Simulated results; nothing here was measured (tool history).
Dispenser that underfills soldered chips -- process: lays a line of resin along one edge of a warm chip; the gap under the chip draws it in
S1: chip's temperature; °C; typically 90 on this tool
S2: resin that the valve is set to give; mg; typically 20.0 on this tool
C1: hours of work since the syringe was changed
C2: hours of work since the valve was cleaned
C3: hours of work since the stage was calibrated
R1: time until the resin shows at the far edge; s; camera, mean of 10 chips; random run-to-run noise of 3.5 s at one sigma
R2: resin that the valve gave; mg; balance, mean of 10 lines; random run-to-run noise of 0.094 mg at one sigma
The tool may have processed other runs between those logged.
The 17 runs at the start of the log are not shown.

{"hour": 153.3, "done": "new syringe of resin"}
{"run": 18, "hour": 157.7, "S1": 84, "S2": 20.0, "C1": 3, "C2": 93, "C3": 339, "R1": 519.6, "R2": 18.56}
{"run": 19, "hour": 165.1, "S1": 103, "S2": 23.6, "C1": 9, "C2": 98, "C3": 345, "R1": 339.0, "R2": 21.7}
{"hour": 169.7, "done": "new syringe of resin"}
{"run": 20, "hour": 178.0, "S1": 104, "S2": 18.2, "C1": 6, "C2": 107, "C3": 354, "R1": 307.6, "R2": 16.58}
{"hour": 186.4, "done": "new syringe of resin"}
{"run": 21, "hour": 189.0, "S1": 97, "S2": 20.0, "C1": 2, "C2": 115, "C3": 362, "R1": 327.2, "R2": 17.96}
{"run": 22, "hour": 195.9, "S1": 90, "S2": 20.4, "C1": 7, "C2": 120, "C3": 367, "R1": 481.5, "R2": 18.29}
{"hour": 202.9, "done": "new syringe of resin"}
{"run": 23, "hour": 206.0, "S1": 103, "S2": 23.5, "C1": 2, "C2": 128, "C3": 375, "R1": 272.1, "R2": 21.08}
{"run": 24, "hour": 213.0, "S1": 90, "S2": 18.3, "C1": 7, "C2": 133, "C3": 380, "R1": 510.6, "R2": 16.21}
{"hour": 219.5, "done": "new syringe of resin"}
{"run": 25, "hour": 220.7, "S1": 90, "S2": 18.3, "C1": 1, "C2": 138, "C3": 385, "R1": 414.8, "R2": 16.06}
{"hour": 222.9, "done": "dispensing valve cleaned and set on the balance"}
{"run": 26, "hour": 233.6, "S1": 78, "S2": 20.5, "C1": 10, "C2": 8, "C3": 394, "R1": 783.5, "R2": 20.57}
{"hour": 237.0, "done": "new syringe of resin"}
{"run": 27, "hour": 246.8, "S1": 78, "S2": 20.5, "C1": 7, "C2": 17, "C3": 404, "R1": 718.6, "R2": 20.28}
{"hour": 254.0, "done": "new syringe of resin"}
{"run": 28, "hour": 258.3, "S1": 78, "S2": 20.5, "C1": 3, "C2": 26, "C3": 412, "R1": 631.4, "R2": 20.21}
{"run": 29, "hour": 269.0, "S1": 89, "S2": 23.3, "C1": 11, "C2": 34, "C3": 420, "R1": 559.7, "R2": 22.6}
{"hour": 270.5, "done": "new syringe of resin"}
{"run": 30, "hour": 276.6, "S1": 80, "S2": 24.6, "C1": 5, "C2": 39, "C3": 425, "R1": 607.9, "R2": 23.85}
{"run": 31, "hour": 284.2, "S1": 92, "S2": 21.8, "C1": 10, "C2": 45, "C3": 431, "R1": 493.5, "R2": 20.9}
{"hour": 286.8, "done": "new syringe of resin"}
{"run": 32, "hour": 290.6, "S1": 76, "S2": 22.4, "C1": 3, "C2": 49, "C3": 435, "R1": 677.8, "R2": 21.38}
{"run": 33, "hour": 298.2, "S1": 86, "S2": 25.3, "C1": 8, "C2": 55, "C3": 441, "R1": 566.3, "R2": 23.99}
{"hour": 303.7, "done": "new syringe of resin"}
{"run": 34, "hour": 311.7, "S1": 93, "S2": 21.9, "C1": 6, "C2": 65, "C3": 451, "R1": 412.7, "R2": 20.78}

Consider 4 possible next runs. They are alternatives, not a sequence: every one starts from the tool as it was left by run 34. What does each give?
{"hour": 320.8, "done": "new syringe of resin"}
{"run": "A", "hour": 324.6, "S1": 79, "S2": 23.1, "C1": 3, "C2": 74, "C3": 460, "R1": "?", "R2": "?"}
{"hour": 320.8, "done": "new syringe of resin"}
{"run": "B", "hour": 324.6, "S1": 90, "S2": 23.9, "C1": 3, "C2": 74, "C3": 460, "R1": "?", "R2": "?"}
{"hour": 320.8, "done": "new syringe of resin"}
{"run": "C", "hour": 324.6, "S1": 86, "S2": 19.1, "C1": 3, "C2": 74, "C3": 460, "R1": "?", "R2": "?"}
{"hour": 320.8, "done": "new syringe of resin"}
{"run": "D", "hour": 324.6, "S1": 82, "S2": 21.9, "C1": 3, "C2": 74, "C3": 460, "R1": "?", "R2": "?"}

run=A R1=600.4 R2=21.71
run=B R1=417.6 R2=22.27
run=C R1=497.8 R2=17.79
run=D R1=547.8 R2=20.38
Take away the tool's hidden state, keep each run's random variation, and the runs would have read:
run=A R1=494.3 R2=23.20
run=B R1=346.3 R2=23.80
run=C R1=407.6 R2=19.01
run=D R1=451.0 R2=21.78
